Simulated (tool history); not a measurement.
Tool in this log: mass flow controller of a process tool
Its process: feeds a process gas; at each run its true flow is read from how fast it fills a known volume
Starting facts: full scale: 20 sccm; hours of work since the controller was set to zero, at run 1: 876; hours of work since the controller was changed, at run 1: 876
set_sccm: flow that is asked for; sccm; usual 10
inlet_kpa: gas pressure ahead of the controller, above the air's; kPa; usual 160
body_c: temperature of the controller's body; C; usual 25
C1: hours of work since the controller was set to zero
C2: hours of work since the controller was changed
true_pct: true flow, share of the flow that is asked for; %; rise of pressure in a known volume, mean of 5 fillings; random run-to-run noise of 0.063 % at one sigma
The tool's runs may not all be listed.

run 1 hour=0.0 | set_sccm=10 inlet_kpa=160 body_c=25 | C1=876 C2=876 | true_pct=98.59
run 2 hour=44.0 | set_sccm=10 inlet_kpa=160 body_c=25 | C1=901 C2=901 | true_pct=98.63
run 3 hour=102.5 | set_sccm=10 inlet_kpa=160 body_c=25 | C1=935 C2=935 | true_pct=98.59
run 4 hour=140.5 | set_sccm=10 inlet_kpa=160 body_c=25 | C1=956 C2=956 | true_pct=98.70
run 5 hour=196.8 | set_sccm=10 inlet_kpa=160 body_c=25 | C1=989 C2=989 | true_pct=98.77
run 6 hour=250.7 | set_sccm=10 inlet_kpa=160 body_c=25 | C1=1019 C2=1019 | true_pct=98.57
run 7 hour=288.1 | set_sccm=10 inlet_kpa=160 body_c=24 | C1=1041 C2=1041 | true_pct=98.80
run 8 hour=349.5 | set_sccm=10 inlet_kpa=160 body_c=24 | C1=1076 C2=1076 | true_pct=98.78
run 9 hour=409.8 | set_sccm=10 inlet_kpa=160 body_c=24 | C1=1111 C2=1111 | true_pct=98.68
run 10 hour=456.2 | set_sccm=4 inlet_kpa=160 body_c=29 | C1=1137 C2=1137 | true_pct=97.32
run 11 hour=509.9 | set_sccm=3 inlet_kpa=160 body_c=25 | C1=1168 C2=1168 | true_pct=97.46
run 12 hour=567.0 | set_sccm=7 inlet_kpa=268 body_c=21 | C1=1201 C2=1201 | true_pct=97.84

Run 13 has not been measured yet. What should we expect?
run 13 hour=607.1 | set_sccm=7 inlet_kpa=268 body_c=21 | C1=1224 C2=1224 | true_pct=?

Run 13 came out at true_pct 97.82 %.
Take away the tool's hidden state, keep the run-to-run variation as it was, and the same run would have given true_pct 97.82 %.
